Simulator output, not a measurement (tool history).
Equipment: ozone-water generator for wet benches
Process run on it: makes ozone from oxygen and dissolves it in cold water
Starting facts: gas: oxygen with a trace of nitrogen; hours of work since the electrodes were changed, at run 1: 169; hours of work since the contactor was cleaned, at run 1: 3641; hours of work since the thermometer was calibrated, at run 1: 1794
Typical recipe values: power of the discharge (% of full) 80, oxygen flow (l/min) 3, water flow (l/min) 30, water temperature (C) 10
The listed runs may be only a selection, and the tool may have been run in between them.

run	hour	power of the discharge (% of full)	oxygen flow (l/min)	water flow (l/min)	water temperature (C)	hours of work since the electrodes were changed	hours of work since the contactor was cleaned	hours of work since the thermometer was calibrated	dissolved ozone (ppm)	ozone in the gas ahead of the water (g/m3)
1	0	80	3	30	10	169	3641	1794	12.1	191.7
2	38.4	80	3	30	9	203	3675	1828	12.2	190.2
3	68.9	80	3	30	9	230	3702	1855	12.2	189.7
4	88.9	80	3	30	10	248	3720	1873	12	191.2
5	117.3	80	3.52	30	10	273	3745	1898	12.6	173.5
6	158.9	80	3.52	30	10	310	3782	1934	12.5	171.6
7	195.7	80	3.52	21	10	342	3814	1967	16.9	174.8
8	235.1	80	3.52	27	10	377	3849	2002	13.8	173
9	276.5	80	3.52	27	10	413	3886	2038	14	175.4
10	294.3	80	3	30	15	429	3901	2054	11.8	190.3
11	317.9	80	1.53	30	10	450	3922	2075	9.8	275.6
12	342.8	80	2.66	22	16	472	3944	2097	15.1	203.9
13	379.3	48	3.01	30	10	504	3976	2129	8	124.1
14	404.5	80	2.83	30	5	526	3998	2151	12.3	196.6
15	442.4	85	3	26	10	560	4032	2185	14.3	197.2
16	463.2	85	3	26	10	578	4050	2203	14.3	199
17	505.4	85	3	26	10	615	4088	2240	14.4	199.4
18	541	85	3	21	10	647	4119	2272	17.4	199.5

What if the next run were any one of these 4? Each begins from the tool's condition after run 18:
A	573.6	80	4.25	20	10	676	4148	2300	?	?
B	573.6	80	3.19	18	10	676	4148	2300	?	?
C	573.6	80	4.69	21	10	676	4148	2300	?	?
D	573.6	80	1.99	28	12	676	4148	2300	?	?

run	dissolved ozone (ppm)	ozone in the gas ahead of the water (g/m3)
A	18.4	155.7
B	19.4	182.2
C	17.8	149.3
D	11.3	237.6
With no hidden state in the tool, these same runs would have given:
run	dissolved ozone (ppm)	ozone in the gas ahead of the water (g/m3)
A	18.5	155.8
B	19.4	182.3
C	17.8	149.3
D	11.3	237.7

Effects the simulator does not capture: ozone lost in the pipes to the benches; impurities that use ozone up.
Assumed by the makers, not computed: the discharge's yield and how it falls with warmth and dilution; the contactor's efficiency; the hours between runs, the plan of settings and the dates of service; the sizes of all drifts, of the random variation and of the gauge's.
